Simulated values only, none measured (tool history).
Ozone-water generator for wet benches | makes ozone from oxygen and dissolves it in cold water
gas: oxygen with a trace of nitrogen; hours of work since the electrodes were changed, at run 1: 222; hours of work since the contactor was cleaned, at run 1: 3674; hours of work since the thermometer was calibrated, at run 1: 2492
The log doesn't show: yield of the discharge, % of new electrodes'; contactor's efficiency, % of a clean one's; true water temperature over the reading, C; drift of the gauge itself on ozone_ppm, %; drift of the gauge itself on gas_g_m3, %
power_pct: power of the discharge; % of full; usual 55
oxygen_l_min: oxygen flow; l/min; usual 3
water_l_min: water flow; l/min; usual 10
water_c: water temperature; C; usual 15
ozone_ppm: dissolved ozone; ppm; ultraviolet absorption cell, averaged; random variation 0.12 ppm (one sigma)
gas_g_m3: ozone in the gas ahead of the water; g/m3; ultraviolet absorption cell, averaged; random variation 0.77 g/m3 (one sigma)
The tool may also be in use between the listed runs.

| run | hour | power_pct | oxygen_l_min | water_l_min | water_c | hours of work since the electrodes were changed | hours of work since the contactor was cleaned | hours of work since the thermometer was calibrated | ozone_ppm | gas_g_m3 |
|---|---|---|---|---|---|---|---|---|---|---|
| 1 | 0 | 55 | 3 | 10 | 15 | 222 | 3674 | 2492 | 11.6 | 118.1 |
| 2 | 37.4 | 55 | 3 | 10 | 15 | 252 | 3705 | 2523 | 11.7 | 117.3 |
| 3 | 58.9 | 55 | 3 | 8 | 15 | 270 | 3722 | 2540 | 14.1 | 116.3 |
| 4 | 82.9 | 55 | 3 | 8 | 15 | 290 | 3742 | 2560 | 14.1 | 116.8 |
| 5 | 111.8 | 45 | 3 | 10 | 15 | 314 | 3766 | 2584 | 9.6 | 98.1 |
| 6 | 152 | 75 | 3 | 10 | 15 | 347 | 3799 | 2617 | 15.4 | 155.9 |
| 7 | 189.4 | 55 | 3 | 10 | 15 | 378 | 3830 | 2648 | 11.5 | 116.7 |
| 8 | 220.9 | 55 | 3 | 10 | 14 | 404 | 3856 | 2674 | 11.8 | 116.8 |
| 9 | 262 | 55 | 3 | 10 | 14 | 437 | 3890 | 2708 | 11.6 | 116.4 |
| 10 | 303.6 | 55 | 3 | 10 | 15 | 472 | 3924 | 2742 | 11.5 | 115.3 |
| 11 | 326.1 | 55 | 3 | 10 | 15 | 490 | 3942 | 2760 | 11.5 | 116.8 |
| 12 | 347 | 55 | 3 | 10 | 15 | 507 | 3960 | 2778 | 11.5 | 117.1 |
|  | 350.4 | water thermometer calibrated |
| 13 | 392.5 | 55 | 1.73 | 10 | 15 | 545 | 3997 | 35 | 12.1 | 170.7 |
| 14 | 422.6 | 55 | 1.73 | 10 | 15 | 569 | 4022 | 59 | 11.9 | 169 |
| 15 | 445.4 | 55 | 1.73 | 10 | 15 | 588 | 4040 | 78 | 12.1 | 171.2 |
| 16 | 483.6 | 55 | 3 | 15 | 15 | 620 | 4072 | 110 | 7.6 | 115.9 |
|  | 491.2 | water thermometer calibrated, once more |
| 17 | 507.6 | 76 | 2.39 | 7 | 8 | 639 | 4091 | 13 | 24.2 | 181.9 |
| 18 | 532.4 | 76 | 2.39 | 7 | 8 | 659 | 4112 | 34 | 24.5 | 180.9 |
| 19 | 562.4 | 43 | 4.74 | 16 | 19 | 684 | 4136 | 59 | 5.1 | 68 |
| 20 | 590.1 | 55 | 3 | 13 | 15 | 707 | 4159 | 82 | 8.6 | 117 |
| 21 | 630.5 | 49 | 2.96 | 7 | 8 | 740 | 4192 | 115 | 15.9 | 106 |
| 22 | 651.7 | 55 | 4.54 | 10 | 15 | 758 | 4210 | 132 | 10.5 | 86.8 |
| 23 | 691.4 | 55 | 4.54 | 10 | 15 | 790 | 4243 | 165 | 10.6 | 87.8 |
| 24 | 725.9 | 55 | 4.54 | 10 | 15 | 819 | 4271 | 193 | 10.4 | 87.2 |
| 25 | 749.2 | 55 | 4.54 | 10 | 15 | 838 | 4290 | 213 | 10.4 | 87.5 |
| 26 | 796.4 | 55 | 3 | 10 | 23 | 877 | 4329 | 251 | 9.9 | 114.9 |
| 27 | 833.5 | 79 | 4.06 | 10 | 23 | 907 | 4360 | 282 | 12.7 | 128.7 |

3 ways to go on from here, each from the tool as it stands after run 27. What would each give?
| A | 859.6 | 90 | 4.06 | 9 | 12 | 929 | 4381 | 304 | ? | ? |
| B | 859.6 | 77 | 4.06 | 11 | 20 | 929 | 4381 | 304 | ? | ? |
| C | 859.6 | 96 | 3 | 6 | 15 | 929 | 4381 | 304 | ? | ? |

| run | ozone_ppm | gas_g_m3 |
|---|---|---|
| A | 19.2 | 144.4 |
| B | 12.3 | 125.1 |
| C | 28.4 | 189.5 |
Without the tool's hidden state the same runs would have given:
| run | ozone_ppm | gas_g_m3 |
|---|---|---|
| A | 20.8 | 150.8 |
| B | 13.3 | 130 |
| C | 30.7 | 198.2 |

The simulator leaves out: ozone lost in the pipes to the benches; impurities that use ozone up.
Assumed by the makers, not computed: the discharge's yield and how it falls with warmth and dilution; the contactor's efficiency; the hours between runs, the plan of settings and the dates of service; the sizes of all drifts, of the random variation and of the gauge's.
